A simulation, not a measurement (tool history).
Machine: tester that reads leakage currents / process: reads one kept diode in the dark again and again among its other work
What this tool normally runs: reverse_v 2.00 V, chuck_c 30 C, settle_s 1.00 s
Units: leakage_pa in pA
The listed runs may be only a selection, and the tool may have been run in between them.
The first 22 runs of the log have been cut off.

run    hour  reverse_v  chuck_c  settle_s  hours of work since the probe card was cleaned  hours of work since the tester was calibrated  hours of work since the chuck was calibrated  leakage_pa
 23  1579.5       2.26       26      0.79                                             284                                            441                                           241       99.95
 24  1645.5      12.29       21      1.01                                             323                                            480                                           280      191.08
 25  1751.1       2.66       21      1.01                                             386                                            542                                           342       75.26
 26  1819.5       2.00       33      0.36                                             426                                            582                                           383      154.24
 27  1902.2       6.94       39      1.51                                             475                                            631                                           431      500.39
 28  1995.7       1.92       30      1.00                                             530                                            687                                           487      121.37
 29  2071.7       1.92       30      1.00                                             575                                            731                                           532      122.16
 30  2124.9       1.92       33      1.00                                             607                                            763                                           563      151.57
 31  2230.1       1.63       27      8.35                                             669                                            825                                           625       88.87
 32  2285.4       8.97       30      1.00                                             701                                            858                                           658      310.53
 33  2335.2       3.16       23      1.00                                             731                                            887                                           687       99.05
 34  2409.4       3.16       23      1.00                                             775                                            931                                           731       98.65
 35  2463.7       3.16       23      1.00                                             807                                            963                                           763       98.76
 36  2522.7       3.41       30      1.25                                             842                                            998                                           798      171.62
 37  2627.3       7.66       32      0.30                                             903                                           1060                                           860      326.96

Run 38 comes next. What will it give?
 38  2713.7       7.66       32      0.30                                             954                                           1111                                           911           ?

{"run 38": {"leakage_pa": 327.5}}
Take away the tool's hidden state, keep the run-to-run variation as it was, and the same run would have given leakage_pa 318.64 pA.

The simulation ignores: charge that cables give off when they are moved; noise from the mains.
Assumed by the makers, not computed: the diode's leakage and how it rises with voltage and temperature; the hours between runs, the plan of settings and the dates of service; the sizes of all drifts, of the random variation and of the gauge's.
